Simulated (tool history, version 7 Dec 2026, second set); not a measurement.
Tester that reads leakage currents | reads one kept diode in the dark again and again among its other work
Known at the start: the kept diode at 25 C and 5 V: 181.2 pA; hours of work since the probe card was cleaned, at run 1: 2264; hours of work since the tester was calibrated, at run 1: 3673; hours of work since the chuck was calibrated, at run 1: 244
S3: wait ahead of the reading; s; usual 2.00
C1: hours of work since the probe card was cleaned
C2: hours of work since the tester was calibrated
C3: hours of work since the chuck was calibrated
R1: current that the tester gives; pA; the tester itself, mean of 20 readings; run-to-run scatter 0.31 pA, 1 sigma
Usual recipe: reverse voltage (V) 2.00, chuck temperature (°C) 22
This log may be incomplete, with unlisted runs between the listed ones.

{"run": 1, "hour": 0.0, "reverse voltage (V)": 2.0, "chuck temperature (°C)": 22, "S3": 2.0, "C1": 2264, "C2": 3673, "C3": 244, "R1": 100.36}
{"run": 2, "hour": 195.5, "reverse voltage (V)": 2.0, "chuck temperature (°C)": 22, "S3": 2.0, "C1": 2343, "C2": 3752, "C3": 323, "R1": 99.16}
{"run": 3, "hour": 381.6, "reverse voltage (V)": 2.0, "chuck temperature (°C)": 22, "S3": 2.0, "C1": 2418, "C2": 3828, "C3": 399, "R1": 97.97}
{"run": 4, "hour": 601.4, "reverse voltage (V)": 2.0, "chuck temperature (°C)": 60, "S3": 2.0, "C1": 2507, "C2": 3917, "C3": 488, "R1": 2304.86}
{"run": 5, "hour": 721.9, "reverse voltage (V)": 4.79, "chuck temperature (°C)": 22, "S3": 2.0, "C1": 2556, "C2": 3966, "C3": 537, "R1": 132.93}
{"run": 6, "hour": 827.0, "reverse voltage (V)": 4.79, "chuck temperature (°C)": 22, "S3": 2.0, "C1": 2599, "C2": 4008, "C3": 579, "R1": 131.92}
{"run": 7, "hour": 1015.2, "reverse voltage (V)": 4.79, "chuck temperature (°C)": 43, "S3": 2.0, "C1": 2675, "C2": 4085, "C3": 656, "R1": 792.76}
{"run": 8, "hour": 1174.2, "reverse voltage (V)": 2.0, "chuck temperature (°C)": 22, "S3": 8.09, "C1": 2740, "C2": 4149, "C3": 720, "R1": 94.84}
{"run": 9, "hour": 1344.4, "reverse voltage (V)": 2.0, "chuck temperature (°C)": 22, "S3": 0.93, "C1": 2809, "C2": 4218, "C3": 789, "R1": 94.38}
{"hour": 1469.8, "done": "probe card cleaned and baked"}
{"run": 10, "hour": 1522.1, "reverse voltage (V)": 2.0, "chuck temperature (°C)": 22, "S3": 0.93, "C1": 21, "C2": 4289, "C3": 860, "R1": 88.87}
{"hour": 1587.6, "done": "tester calibrated"}
{"run": 11, "hour": 1679.2, "reverse voltage (V)": 2.0, "chuck temperature (°C)": 22, "S3": 0.93, "C1": 84, "C2": 37, "C3": 923, "R1": 87.64}
{"run": 12, "hour": 1833.4, "reverse voltage (V)": 2.0, "chuck temperature (°C)": 48, "S3": 0.93, "C1": 147, "C2": 100, "C3": 985, "R1": 849.29}
{"hour": 1974.5, "done": "tester calibrated, once more"}
{"run": 13, "hour": 2027.4, "reverse voltage (V)": 2.0, "chuck temperature (°C)": 48, "S3": 0.93, "C1": 224, "C2": 21, "C3": 1063, "R1": 875.47}
{"run": 14, "hour": 2186.4, "reverse voltage (V)": 2.11, "chuck temperature (°C)": 22, "S3": 2.0, "C1": 289, "C2": 86, "C3": 1127, "R1": 89.96}
{"run": 15, "hour": 2398.7, "reverse voltage (V)": 2.11, "chuck temperature (°C)": 22, "S3": 2.0, "C1": 375, "C2": 172, "C3": 1213, "R1": 89.78}
{"hour": 2511.7, "done": "chuck's temperature calibrated"}
{"run": 16, "hour": 2552.9, "reverse voltage (V)": 2.0, "chuck temperature (°C)": 22, "S3": 2.0, "C1": 437, "C2": 234, "C3": 17, "R1": 101.51}
{"run": 17, "hour": 2745.2, "reverse voltage (V)": 3.27, "chuck temperature (°C)": 22, "S3": 2.0, "C1": 514, "C2": 312, "C3": 95, "R1": 117.98}
{"run": 18, "hour": 2864.1, "reverse voltage (V)": 2.0, "chuck temperature (°C)": 22, "S3": 2.0, "C1": 563, "C2": 360, "C3": 143, "R1": 100.38}
{"run": 19, "hour": 2975.7, "reverse voltage (V)": 2.0, "chuck temperature (°C)": 22, "S3": 2.0, "C1": 608, "C2": 405, "C3": 188, "R1": 99.39}
{"run": 20, "hour": 3195.9, "reverse voltage (V)": 2.0, "chuck temperature (°C)": 22, "S3": 2.0, "C1": 697, "C2": 494, "C3": 277, "R1": 98.37}
{"run": 21, "hour": 3430.1, "reverse voltage (V)": 1.86, "chuck temperature (°C)": 22, "S3": 2.0, "C1": 792, "C2": 589, "C3": 372, "R1": 95.46}
{"run": 22, "hour": 3641.4, "reverse voltage (V)": 1.86, "chuck temperature (°C)": 22, "S3": 2.06, "C1": 878, "C2": 675, "C3": 458, "R1": 94.54}
{"run": 23, "hour": 3818.9, "reverse voltage (V)": 2.0, "chuck temperature (°C)": 22, "S3": 5.82, "C1": 950, "C2": 747, "C3": 530, "R1": 95.24}
{"run": 24, "hour": 3976.5, "reverse voltage (V)": 1.31, "chuck temperature (°C)": 25, "S3": 1.3, "C1": 1013, "C2": 811, "C3": 594, "R1": 109.74}
{"run": 25, "hour": 4191.0, "reverse voltage (V)": 8.25, "chuck temperature (°C)": 23, "S3": 0.71, "C1": 1100, "C2": 897, "C3": 681, "R1": 169.55}
{"run": 26, "hour": 4415.3, "reverse voltage (V)": 8.25, "chuck temperature (°C)": 23, "S3": 0.71, "C1": 1191, "C2": 988, "C3": 771, "R1": 168.76}
{"run": 27, "hour": 4580.7, "reverse voltage (V)": 15.7, "chuck temperature (°C)": 22, "S3": 5.24, "C1": 1258, "C2": 1055, "C3": 838, "R1": 192.11}
{"run": 28, "hour": 4691.3, "reverse voltage (V)": 2.0, "chuck temperature (°C)": 22, "S3": 1.5, "C1": 1303, "C2": 1100, "C3": 883, "R1": 92.27}
{"run": 29, "hour": 4808.2, "reverse voltage (V)": 2.0, "chuck temperature (°C)": 22, "S3": 1.5, "C1": 1350, "C2": 1148, "C3": 931, "R1": 91.37}
{"run": 30, "hour": 4969.1, "reverse voltage (V)": 2.0, "chuck temperature (°C)": 48, "S3": 0.55, "C1": 1416, "C2": 1213, "C3": 996, "R1": 874.63}
{"run": 31, "hour": 5084.8, "reverse voltage (V)": 2.0, "chuck temperature (°C)": 48, "S3": 0.55, "C1": 1463, "C2": 1260, "C3": 1043, "R1": 869.29}
{"run": 32, "hour": 5259.3, "reverse voltage (V)": 10.06, "chuck temperature (°C)": 38, "S3": 2.0, "C1": 1533, "C2": 1330, "C3": 1113, "R1": 638.13}

Run 33 is up next; what results do you expect?
{"run": 33, "hour": 5416.5, "reverse voltage (V)": 2.0, "chuck temperature (°C)": 26, "S3": 2.33, "C1": 1597, "C2": 1394, "C3": 1177, "R1": "?"}

{"run 33": {"R1": 128.53}}
Without the tool's hidden state the same run would have given R1 148.81 pA.

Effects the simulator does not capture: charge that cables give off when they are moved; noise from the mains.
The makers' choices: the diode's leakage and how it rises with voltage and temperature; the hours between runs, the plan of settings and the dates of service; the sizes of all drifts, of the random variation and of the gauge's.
